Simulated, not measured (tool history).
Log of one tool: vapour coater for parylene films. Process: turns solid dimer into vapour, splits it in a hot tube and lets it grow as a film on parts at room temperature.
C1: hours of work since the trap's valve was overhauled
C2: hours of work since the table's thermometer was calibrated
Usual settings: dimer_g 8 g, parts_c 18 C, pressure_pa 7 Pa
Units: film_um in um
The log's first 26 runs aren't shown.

run 27 day=44.762 | dimer_g=10 parts_c=18 pressure_pa=2.43 | C1=179 C2=19 | film_um=5.25
run 28 day=47.054 | dimer_g=8 parts_c=19 pressure_pa=5.19 | C1=204 C2=43 | film_um=3.44
run 29 day=49.208 | dimer_g=4 parts_c=18 pressure_pa=3.21 | C1=227 C2=67 | film_um=1.93
run 30 day=50.308 | dimer_g=4 parts_c=22 pressure_pa=8.54 | C1=239 C2=79 | film_um=1.39
run 31 day=51.317 | dimer_g=8 parts_c=24 pressure_pa=11.38 | C1=250 C2=90 | film_um=2.42
run 32 day=52.842 | dimer_g=6 parts_c=14 pressure_pa=5.12 | C1=267 C2=106 | film_um=2.95
run 33 day=53.854 | dimer_g=4 parts_c=11 pressure_pa=3.44 | C1=278 C2=117 | film_um=2.35
run 34 day=55.092 | dimer_g=3 parts_c=11 pressure_pa=2.74 | C1=291 C2=130 | film_um=1.87
run 35 day=56.325 | dimer_g=3 parts_c=13 pressure_pa=2.1 | C1=304 C2=144 | film_um=1.85
run 36 day=58.038 | dimer_g=3 parts_c=19 pressure_pa=2.1 | C1=323 C2=162 | film_um=1.53
run 37 day=60.25 | dimer_g=6 parts_c=25 pressure_pa=2.1 | C1=347 C2=186 | film_um=2.5

Forecast run 38:
run 38 day=62.238 | dimer_g=5 parts_c=25 pressure_pa=7 | C1=369 C2=208 | film_um=?

{"run 38": {"film_um": 1.57}}
Without the tool's hidden state the same run would have given film_um 1.71 um.

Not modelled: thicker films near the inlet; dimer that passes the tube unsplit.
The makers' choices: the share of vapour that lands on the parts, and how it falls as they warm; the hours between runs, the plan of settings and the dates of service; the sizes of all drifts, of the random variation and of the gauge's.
